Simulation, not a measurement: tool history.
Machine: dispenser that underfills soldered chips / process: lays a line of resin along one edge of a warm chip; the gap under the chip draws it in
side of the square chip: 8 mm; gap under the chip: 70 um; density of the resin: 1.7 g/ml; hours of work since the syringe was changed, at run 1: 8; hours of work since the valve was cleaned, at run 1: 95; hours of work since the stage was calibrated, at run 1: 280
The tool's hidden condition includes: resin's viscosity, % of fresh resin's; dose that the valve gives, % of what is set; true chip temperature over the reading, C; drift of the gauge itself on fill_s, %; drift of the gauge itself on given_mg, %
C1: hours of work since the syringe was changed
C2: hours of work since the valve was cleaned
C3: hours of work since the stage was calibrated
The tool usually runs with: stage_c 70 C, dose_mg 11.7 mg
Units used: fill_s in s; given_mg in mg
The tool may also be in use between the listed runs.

Run 1, hour 0.0: usual settings; C1 8; C2 95; C3 280. Result: fill_s 65.3 s, given_mg 11.33 mg.
At hour 3.1: dispensing valve cleaned and set on the balance.
At hour 6.1: new syringe of resin.
Run 2, hour 9.7: usual settings; C1 3; C2 5; C3 286. Result: fill_s 40.6 s, given_mg 11.68 mg.
Run 3, hour 18.0: usual settings; C1 9; C2 11; C3 292. Result: fill_s 66.7 s, given_mg 11.69 mg.
At hour 22.9: new syringe of resin.
Run 4, hour 26.7: usual settings; C1 3; C2 17; C3 298. Result: fill_s 41.1 s, given_mg 11.66 mg.
Run 5, hour 33.0: usual settings; C1 7; C2 21; C3 303. Result: fill_s 61.1 s, given_mg 11.61 mg.
At hour 39.5: new syringe of resin.
Run 6, hour 41.4: usual settings but dose_mg 15.1 mg; C1 1; C2 27; C3 309. Result: fill_s 35.9 s, given_mg 14.99 mg.
Run 7, hour 49.4: usual settings but stage_c 84 C; C1 7; C2 33; C3 314. Result: fill_s 36.4 s, given_mg 11.62 mg.
Run 8, hour 54.3: usual settings but stage_c 84 C; C1 11; C2 37; C3 318. Result: fill_s 49.7 s, given_mg 11.58 mg.
At hour 56.7: new syringe of resin.
Run 9, hour 62.2: usual settings but stage_c 84 C; C1 4; C2 42; C3 324. Result: fill_s 28.4 s, given_mg 11.61 mg.
Run 10, hour 66.2: usual settings but stage_c 84 C; C1 7; C2 45; C3 327. Result: fill_s 36.3 s, given_mg 11.52 mg.
Run 11, hour 70.8: usual settings; C1 10; C2 49; C3 330. Result: fill_s 76.4 s, given_mg 11.47 mg.
At hour 73.3: new syringe of resin.
Run 12, hour 80.2: usual settings; C1 5; C2 55; C3 337. Result: fill_s 48.3 s, given_mg 11.59 mg.
Run 13, hour 88.2: usual settings; C1 11; C2 61; C3 342. Result: fill_s 76.3 s, given_mg 11.50 mg.
At hour 89.9: new syringe of resin.
Run 14, hour 92.8: usual settings; C1 2; C2 64; C3 346. Result: fill_s 38.9 s, given_mg 11.35 mg.
Run 15, hour 100.5: usual settings but stage_c 79 C, dose_mg 11.3 mg; C1 8; C2 70; C3 351. Result: fill_s 45.7 s, given_mg 11.02 mg.
At hour 107.2: new syringe of resin.
Run 16, hour 107.4: usual settings but stage_c 80 C, dose_mg 10.1 mg; C1 0; C2 75; C3 356. Result: fill_s 24.9 s, given_mg 9.87 mg.
Run 17, hour 114.1: usual settings but stage_c 80 C, dose_mg 10.1 mg; C1 5; C2 80; C3 361. Result: fill_s 36.6 s, given_mg 9.82 mg.
Run 18, hour 119.0: usual settings but dose_mg 13.4 mg; C1 9; C2 83; C3 364. Result: fill_s 65.1 s, given_mg 12.99 mg.
Run 19, hour 123.0: usual settings but dose_mg 13.4 mg; C1 12; C2 86; C3 367. Result: fill_s 83.3 s, given_mg 13.11 mg.
At hour 123.9: new syringe of resin.
Run 20, hour 131.8: usual settings but stage_c 62 C, dose_mg 12.7 mg; C1 6; C2 92; C3 374. Result: fill_s 71.4 s, given_mg 12.30 mg.
At hour 138.5: dispensing valve cleaned and set on the balance.
At hour 142.0: new syringe of resin.
Run 21, hour 142.0: usual settings but stage_c 62 C, dose_mg 13.4 mg; C1 0; C2 2; C3 380. Result: fill_s 43.2 s, given_mg 13.35 mg.
Run 22, hour 152.0: usual settings but stage_c 63 C; C1 7; C2 10; C3 387. Result: fill_s 77.0 s, given_mg 11.70 mg.

Consider 4 possible next runs. They are alternatives, not a sequence: every one starts from the tool as it was left by run 22. What does each give?
At hour 159.3: new syringe of resin.
Run A, hour 161.4: usual settings but dose_mg 11.4 mg; C1 2; C2 16; C3 394. Result: fill_s ?, given_mg ?.
At hour 159.3: new syringe of resin.
Run B, hour 161.4: usual settings but stage_c 73 C; C1 2; C2 16; C3 394. Result: fill_s ?, given_mg ?.
At hour 159.3: new syringe of resin.
Run C, hour 161.4: usual settings but dose_mg 11.2 mg; C1 2; C2 16; C3 394. Result: fill_s ?, given_mg ?.
At hour 159.3: new syringe of resin.
Run D, hour 161.4: usual settings but stage_c 65 C; C1 2; C2 16; C3 394. Result: fill_s ?, given_mg ?.

run  fill_s  given_mg
  A    38.0     11.42
  B    34.5     11.61
  C    37.4     11.08
  D    44.2     11.60
With no hidden state in the tool, these same runs would have given:
run  fill_s  given_mg
  A    31.9     11.48
  B    28.9     11.67
  C    31.3     11.13
  D    36.9     11.65
